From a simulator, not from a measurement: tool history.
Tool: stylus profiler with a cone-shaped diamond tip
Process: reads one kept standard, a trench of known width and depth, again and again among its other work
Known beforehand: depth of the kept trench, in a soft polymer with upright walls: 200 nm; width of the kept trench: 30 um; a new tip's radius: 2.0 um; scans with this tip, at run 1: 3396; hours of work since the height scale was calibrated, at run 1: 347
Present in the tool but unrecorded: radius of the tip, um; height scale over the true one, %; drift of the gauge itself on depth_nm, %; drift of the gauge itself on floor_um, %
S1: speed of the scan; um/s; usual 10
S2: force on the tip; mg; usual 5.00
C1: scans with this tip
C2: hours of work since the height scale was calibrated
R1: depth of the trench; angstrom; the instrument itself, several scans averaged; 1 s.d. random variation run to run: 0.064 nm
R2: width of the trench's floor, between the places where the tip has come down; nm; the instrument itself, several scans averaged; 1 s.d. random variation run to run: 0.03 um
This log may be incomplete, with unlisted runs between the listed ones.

Run 1, hour 0.0: usual settings; C1 3396; C2 347. Result: R1 2043.1 angstrom, R2 27880 nm.
Run 2, hour 37.7: usual settings; C1 3656; C2 373. Result: R1 2044.5 angstrom, R2 27850 nm.
Run 3, hour 68.6: usual settings; C1 3870; C2 395. Result: R1 2041.9 angstrom, R2 27840 nm.
Run 4, hour 107.8: usual settings but S1 3 um/s; C1 4140; C2 423. Result: R1 2042.5 angstrom, R2 27830 nm.
Run 5, hour 128.1: usual settings but S1 3 um/s; C1 4280; C2 437. Result: R1 2042.2 angstrom, R2 27810 nm.
Run 6, hour 150.8: usual settings but S1 3 um/s; C1 4437; C2 453. Result: R1 2042.2 angstrom, R2 27760 nm.
Run 7, hour 173.0: usual settings but S2 6.16 mg; C1 4590; C2 468. Result: R1 2048.6 angstrom, R2 27700 nm.
Run 8, hour 201.5: usual settings but S2 6.16 mg; C1 4786; C2 489. Result: R1 2049.4 angstrom, R2 27700 nm.
Run 9, hour 231.3: usual settings but S2 11.09 mg; C1 4992; C2 510. Result: R1 2072.4 angstrom, R2 27740 nm.
Run 10, hour 271.3: usual settings but S2 11.09 mg; C1 5268; C2 538. Result: R1 2073.2 angstrom, R2 27680 nm.
Run 11, hour 309.2: usual settings but S2 11.09 mg; C1 5529; C2 564. Result: R1 2072.3 angstrom, R2 27650 nm.
Run 12, hour 331.2: usual settings but S2 3.98 mg; C1 5681; C2 580. Result: R1 2035.6 angstrom, R2 27590 nm.
Run 13, hour 356.4: usual settings; C1 5855; C2 598. Result: R1 2041.4 angstrom, R2 27580 nm.
Run 14, hour 395.7: usual settings but S1 24 um/s, S2 10.83 mg; C1 6126; C2 625. Result: R1 2071.7 angstrom, R2 27610 nm.
Run 15, hour 430.1: usual settings but S1 24 um/s, S2 10.83 mg; C1 6363; C2 649. Result: R1 2070.7 angstrom, R2 27580 nm.
Run 16, hour 475.6: usual settings but S1 24 um/s, S2 10.83 mg; C1 6677; C2 681. Result: R1 2071.6 angstrom, R2 27500 nm.
Run 17, hour 500.7: usual settings but S1 24 um/s, S2 10.83 mg; C1 6850; C2 699. Result: R1 2071.4 angstrom, R2 27480 nm.
Run 18, hour 526.3: usual settings but S2 5.91 mg; C1 7026; C2 717. Result: R1 2046.2 angstrom, R2 27500 nm.
Run 19, hour 570.0: usual settings but S2 5.91 mg; C1 7328; C2 748. Result: R1 2045.6 angstrom, R2 27460 nm.
Run 20, hour 597.5: usual settings but S2 1.92 mg; C1 7518; C2 767. Result: R1 2019.1 angstrom, R2 27430 nm.
Run 21, hour 620.2: usual settings but S1 34 um/s, S2 4.79 mg; C1 7674; C2 783. Result: R1 2038.6 angstrom, R2 27370 nm.
Run 22, hour 663.0: usual settings but S1 6 um/s, S2 10.10 mg; C1 7970; C2 813. Result: R1 2066.6 angstrom, R2 27410 nm.
Run 23, hour 701.8: usual settings but S1 20 um/s, S2 1.82 mg; C1 8238; C2 841. Result: R1 2017.8 angstrom, R2 27380 nm.
Run 24, hour 743.8: usual settings but S1 6 um/s, S2 9.63 mg; C1 8527; C2 870. Result: R1 2064.0 angstrom, R2 27380 nm.
Run 25, hour 771.2: usual settings but S1 33 um/s, S2 11.02 mg; C1 8716; C2 890. Result: R1 2069.9 angstrom, R2 27330 nm.
Run 26, hour 792.2: usual settings but S1 3 um/s, S2 9.95 mg; C1 8861; C2 904. Result: R1 2067.5 angstrom, R2 27370 nm.

Pick out some run-to-run changes in R1. Of each, how much would a tool without hidden state show as well, from the settings, what came in and chance, and how much is left for the hidden state and any gauge scatter not in both results compared?
Run 1 -> 2: no setting touched and nothing written in the log between the runs. R1 +1.4 angstrom: hidden state -0.2, all else +1.6.
Run 2 -> 3: no setting touched and nothing written in the log between the runs. R1 -2.6 angstrom: hidden state -0.2, all else -2.4.
Run 22 -> 23: S1 6 -> 20, S2 10.10 -> 1.82. R1 -48.8 angstrom: hidden state -0.1, all else -48.7.
Run 23 -> 24: S1 20 -> 6, S2 1.82 -> 9.63. R1 +46.2 angstrom: hidden state -0.2, all else +46.4.
